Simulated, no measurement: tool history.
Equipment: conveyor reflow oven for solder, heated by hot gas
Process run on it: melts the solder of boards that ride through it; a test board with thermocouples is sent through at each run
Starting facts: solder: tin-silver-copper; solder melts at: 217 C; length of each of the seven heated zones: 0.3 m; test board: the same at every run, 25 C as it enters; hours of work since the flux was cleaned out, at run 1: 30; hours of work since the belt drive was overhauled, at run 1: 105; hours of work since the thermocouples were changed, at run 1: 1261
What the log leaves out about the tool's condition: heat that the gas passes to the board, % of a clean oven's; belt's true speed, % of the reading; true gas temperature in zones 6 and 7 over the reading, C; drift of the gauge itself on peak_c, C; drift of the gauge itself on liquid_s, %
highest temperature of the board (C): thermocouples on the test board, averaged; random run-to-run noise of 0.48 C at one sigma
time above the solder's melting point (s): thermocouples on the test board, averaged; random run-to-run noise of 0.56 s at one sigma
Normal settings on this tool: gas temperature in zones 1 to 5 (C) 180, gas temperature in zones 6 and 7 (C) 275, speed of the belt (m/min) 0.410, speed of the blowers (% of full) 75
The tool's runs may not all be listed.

run	day	gas temperature in zones 1 to 5 (C)	gas temperature in zones 6 and 7 (C)	speed of the belt (m/min)	speed of the blowers (% of full)	hours of work since the flux was cleaned out	hours of work since the belt drive was overhauled	hours of work since the thermocouples were changed	highest temperature of the board (C)	time above the solder's melting point (s)
1	0.000	180	275	0.410	75	30	105	1261	260.5	74.5
# day 1.150: thermocouples of zones 6 and 7 changed
2	3.892	173	275	0.410	75	99	174	50	256.0	67.3
3	7.446	173	271	0.410	75	164	239	114	252.3	64.6
4	10.779	173	271	0.410	75	224	299	175	252.2	64.1
5	13.371	173	271	0.410	75	271	346	222	251.4	64.8
# day 15.346: flux residue cleaned out of gas plates and filters
6	15.346	173	271	0.410	51	0	379	254	244.3	53.4
7	19.650	180	275	0.410	75	78	457	332	258.7	73.0
8	23.571	180	275	0.410	75	150	528	404	258.3	72.2
9	25.729	180	275	0.410	75	189	567	443	258.5	73.5
10	28.917	180	275	0.410	75	247	625	501	259.0	73.9
11	31.104	180	275	0.410	75	286	665	541	258.2	72.4
# day 32.329: flux residue cleaned out of gas plates and filters
12	34.642	173	274	0.416	75	42	725	601	256.7	69.5
13	37.508	180	271	0.447	58	94	777	653	246.7	55.1
14	41.829	180	271	0.447	58	173	856	732	246.7	54.9
15	46.012	180	271	0.447	58	249	932	808	246.5	54.7
# day 49.333: flux residue cleaned out of gas plates and filters
16	50.242	169	272	0.387	53	17	1005	881	250.1	64.4
17	54.150	171	284	0.380	78	88	1076	952	271.5	85.4
18	57.717	185	284	0.380	68	152	1141	1017	269.7	89.4
19	60.054	185	282	0.380	65	195	1183	1059	267.4	88.4

Measured less the same run without the tool's hidden state. The same run-to-run variation is in both; the gauge's scatter may not be:
run	highest temperature of the board (C)	time above the solder's melting point (s)
1	+3.0	+2.0
2	-0.5	-0.4
3	-0.7	-0.6
4	-0.9	-0.8
5	-1.0	-0.8
6	+1.2	+2.0
7	+0.9	+1.4
8	+0.8	+1.3
9	+0.6	+1.2
10	+0.5	+1.2
11	+0.4	+1.0
12	+2.4	+3.0
13	+2.2	+3.3
14	+2.0	+3.0
15	+1.8	+2.7
16	+3.7	+5.7
17	+3.5	+4.2
18	+3.2	+4.3
19	+3.2	+4.5
